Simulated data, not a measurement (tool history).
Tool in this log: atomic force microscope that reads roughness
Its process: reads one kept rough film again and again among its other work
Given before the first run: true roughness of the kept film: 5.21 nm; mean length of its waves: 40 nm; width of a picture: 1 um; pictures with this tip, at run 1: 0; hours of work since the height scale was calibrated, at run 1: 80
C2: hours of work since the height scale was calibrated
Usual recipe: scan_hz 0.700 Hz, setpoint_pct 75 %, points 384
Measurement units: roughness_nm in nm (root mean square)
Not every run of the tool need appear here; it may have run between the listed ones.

run 1 hour=0.0 | scan_hz=0.700 setpoint_pct=75 points=384 | pictures_with_this_tip=0 C2=80 | roughness_nm=4.602
run 2 hour=11.9 | scan_hz=0.700 setpoint_pct=75 points=944 | pictures_with_this_tip=15 C2=88 | roughness_nm=4.554
run 3 hour=31.1 | scan_hz=0.700 setpoint_pct=75 points=944 | pictures_with_this_tip=38 C2=102 | roughness_nm=4.470
run 4 hour=46.8 | scan_hz=0.700 setpoint_pct=75 points=384 | pictures_with_this_tip=57 C2=113 | roughness_nm=4.386
run 5 hour=62.3 | scan_hz=0.689 setpoint_pct=75 points=384 | pictures_with_this_tip=76 C2=124 | roughness_nm=4.296
-- hour=64.7 height scale calibrated on a step standard
run 6 hour=78.3 | scan_hz=1.810 setpoint_pct=75 points=384 | pictures_with_this_tip=94 C2=10 | roughness_nm=3.906
run 7 hour=97.1 | scan_hz=1.810 setpoint_pct=75 points=384 | pictures_with_this_tip=117 C2=23 | roughness_nm=3.850
run 8 hour=119.8 | scan_hz=0.700 setpoint_pct=68 points=908 | pictures_with_this_tip=144 C2=39 | roughness_nm=4.143
run 9 hour=131.3 | scan_hz=0.593 setpoint_pct=89 points=384 | pictures_with_this_tip=158 C2=48 | roughness_nm=3.892
-- hour=140.7 new tip fitted
run 10 hour=142.9 | scan_hz=0.858 setpoint_pct=57 points=564 | pictures_with_this_tip=2 C2=56 | roughness_nm=4.763
run 11 hour=158.9 | scan_hz=2.487 setpoint_pct=75 points=384 | pictures_with_this_tip=22 C2=67 | roughness_nm=3.986
-- hour=168.8 height scale calibrated on a step standard, once more
run 12 hour=173.3 | scan_hz=2.455 setpoint_pct=80 points=384 | pictures_with_this_tip=38 C2=3 | roughness_nm=3.752
run 13 hour=190.1 | scan_hz=0.865 setpoint_pct=66 points=581 | pictures_with_this_tip=58 C2=15 | roughness_nm=4.450
run 14 hour=200.8 | scan_hz=1.382 setpoint_pct=65 points=804 | pictures_with_this_tip=71 C2=23 | roughness_nm=4.291

Here are 5 independent what-if runs from the current tool condition. What would each one return?
run A hour=211.3 | scan_hz=1.108 setpoint_pct=62 points=287 | pictures_with_this_tip=84 C2=30 | roughness_nm=?
run B hour=211.3 | scan_hz=1.431 setpoint_pct=58 points=804 | pictures_with_this_tip=84 C2=30 | roughness_nm=?
run C hour=211.3 | scan_hz=1.382 setpoint_pct=72 points=935 | pictures_with_this_tip=84 C2=30 | roughness_nm=?
run D hour=211.3 | scan_hz=0.850 setpoint_pct=78 points=409 | pictures_with_this_tip=84 C2=30 | roughness_nm=?
run E hour=211.3 | scan_hz=1.228 setpoint_pct=81 points=390 | pictures_with_this_tip=84 C2=30 | roughness_nm=?

run=A roughness_nm=4.325
run=B roughness_nm=4.333
run=C roughness_nm=4.109
run=D roughness_nm=4.172
run=E roughness_nm=3.963
Without the tool's hidden state the same runs would have given:
run=A roughness_nm=4.691
run=B roughness_nm=4.701
run=C roughness_nm=4.457
run=D roughness_nm=4.526
run=E roughness_nm=4.298
